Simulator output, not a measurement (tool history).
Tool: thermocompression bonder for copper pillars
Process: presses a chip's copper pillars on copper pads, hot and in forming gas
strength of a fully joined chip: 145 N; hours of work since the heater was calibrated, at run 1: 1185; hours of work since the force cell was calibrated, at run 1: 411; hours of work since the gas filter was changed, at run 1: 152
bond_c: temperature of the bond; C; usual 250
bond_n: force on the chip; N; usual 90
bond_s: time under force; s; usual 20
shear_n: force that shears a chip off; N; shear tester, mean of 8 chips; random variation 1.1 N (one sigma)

run,hour,bond_c,bond_n,bond_s,hours of work since the heater was calibrated,hours of work since the force cell was calibrated,hours of work since the gas filter was changed,shear_n
1,0,250,90,20,1185,411,152,92.8
2,20.7,250,90,20,1196,422,163,93.8
3,33.8,250,65,20,1203,429,170,79.8
# hour 44.6: heater calibrated with a thermocouple chip
4,50.9,250,65,20,3,438,178,84.1
5,65,250,135,20,11,445,186,113
6,80.4,250,135,20,20,454,195,110.8
7,95.5,250,135,20,28,462,203,114.5
8,106.6,250,90,20,34,468,209,95.3
9,122.6,250,90,20,43,477,218,96.8
10,139.7,227,90,20,52,486,227,77.4
11,151.9,250,90,20,59,493,234,96.7
12,170.6,250,90,20,69,503,244,94.5
13,183.1,280,90,20,76,510,251,114.3
14,194.5,280,90,20,82,517,257,115.2
15,209.2,250,90,20,90,525,265,95.6
16,229.7,250,90,20,102,536,277,94.5
17,242.2,250,90,20,109,543,283,95
18,263.2,262,62,14,120,554,295,78.2
19,281.6,250,61,60,130,564,305,104.5
20,294.5,250,90,15,137,572,312,86.5
21,312.3,250,108,57,147,581,322,117.7
22,321.5,250,108,57,152,586,327,119.7
23,342.2,265,108,20,163,598,338,107.3
24,361.2,271,88,20,174,608,349,106.7
25,383,270,90,33,186,620,361,115.4
# hour 393.6: forming gas filter changed
26,393.6,270,90,33,191,626,0,127.8
27,415.3,256,133,20,203,638,12,121.1
28,434.9,256,133,20,214,648,23,123.1
29,447.1,256,63,19,221,655,29,88.4
30,457.7,240,90,44,227,661,35,111.9

5 ways to go on from here, each from the tool as it stands after run 30. What would each give?
A,468.5,224,90,55,233,667,41,?
B,468.5,232,90,44,233,667,41,?
C,468.5,270,106,20,233,667,41,?
D,468.5,262,112,51,233,667,41,?
E,468.5,250,110,20,233,667,41,?

run,shear_n
A,106.6
B,106.4
C,121.2
D,134.6
E,107.8
Without the tool's hidden state the same runs would have given:
run,shear_n
A,107.8
B,107.5
C,122.6
D,136.4
E,109
